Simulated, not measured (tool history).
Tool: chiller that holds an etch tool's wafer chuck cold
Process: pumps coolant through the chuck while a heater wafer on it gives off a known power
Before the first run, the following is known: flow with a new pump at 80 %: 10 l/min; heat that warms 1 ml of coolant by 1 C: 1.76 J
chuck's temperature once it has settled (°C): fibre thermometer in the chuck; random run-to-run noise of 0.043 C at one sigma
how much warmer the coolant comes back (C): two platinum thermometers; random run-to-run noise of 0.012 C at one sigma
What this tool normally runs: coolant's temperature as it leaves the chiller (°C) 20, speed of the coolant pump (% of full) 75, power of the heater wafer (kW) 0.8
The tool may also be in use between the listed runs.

run,hour,coolant's temperature as it leaves the chiller (°C),speed of the coolant pump (% of full),power of the heater wafer (kW),chuck's temperature once it has settled (°C),how much warmer the coolant comes back (C)
1,0,20,75,0.8,26.23,2.94
2,166.4,20,75,0.8,26.21,2.94
3,244.1,20,75,0.8,26.25,2.95
4,405,20,75,0.8,26.22,2.93
5,588.5,20,75,0.8,26.32,2.94
6,759.3,20,72,0.8,26.51,3.08
7,835.2,20,72,0.8,26.55,3.09
8,999,20,75,1.023,28.01,3.77
9,1111.1,20,75,1.023,28.07,3.78
10,1197.7,20,75,0.434,23.57,1.6
# hour 1206.3: chiller's thermometer calibrated
# hour 1348.1: coolant changed, channels flushed
11,1353.3,20,75,1.003,27.66,3.72
12,1436.3,22,75,0.8,28.19,2.98
13,1547,20,70,0.8,26.64,3.19
14,1714.2,20,70,0.8,26.57,3.2
15,1862.2,20,70,0.8,26.71,3.19
16,2020.3,20,70,0.8,26.66,3.2
17,2189.5,20,70,0.8,26.73,3.21
# hour 2318: chiller's thermometer calibrated, once more
18,2339.6,17,70,0.552,21.34,2.24
19,2472.3,10,75,0.939,17,3.5
20,2579.7,12,62,0.939,20.2,4.29

Expected results for the next run?
21,2720.6,12,62,0.939,?,?

Logged for run 21: chuck's temperature once it has settled (°C) 20.27, how much warmer the coolant comes back (C) 4.28.
With no hidden state in the tool, this same run would have given chuck's temperature once it has settled (°C) 20.05, how much warmer the coolant comes back (C) 4.19.
